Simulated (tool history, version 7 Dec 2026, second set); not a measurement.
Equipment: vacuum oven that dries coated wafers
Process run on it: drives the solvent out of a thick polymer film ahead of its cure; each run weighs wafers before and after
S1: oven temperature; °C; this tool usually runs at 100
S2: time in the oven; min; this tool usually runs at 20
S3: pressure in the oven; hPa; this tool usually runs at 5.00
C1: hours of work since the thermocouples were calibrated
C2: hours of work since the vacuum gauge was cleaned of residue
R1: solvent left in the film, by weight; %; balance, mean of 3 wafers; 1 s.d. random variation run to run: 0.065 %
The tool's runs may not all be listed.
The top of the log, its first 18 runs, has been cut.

run,hour,S1,S2,S3,C1,C2,R1
19,137.7,100,20,5.44,698,102,4.89
20,146.8,100,13,17.41,704,108,8.74
21,155.0,87,34,13.30,709,113,7.84
22,161.4,93,11,2.51,713,117,10.38
23,173.0,101,11,2.51,721,125,7.70
24,179.2,101,11,2.51,725,129,7.48
25,186.9,101,17,7.62,730,134,5.71
26,193.2,100,23,2.95,734,138,3.69
27,202.0,100,27,2.95,740,144,2.86
28,208.0,87,29,6.63,744,148,7.51
29,214.0,87,29,6.63,748,152,7.33
30,225.2,101,27,6.63,755,159,3.19

Forecast each of these 4 alternatives for the next run:
A,233.0,110,11,2.91,760,164,?
B,233.0,100,14,5.40,760,164,?
C,233.0,94,27,14.99,760,164,?
D,233.0,91,20,4.15,760,164,?

run,R1
A,4.93
B,7.04
C,6.79
D,7.89
Without the tool's unlogged condition, the same runs would have read:
run,R1
A,4.41
B,6.43
C,6.12
D,7.23
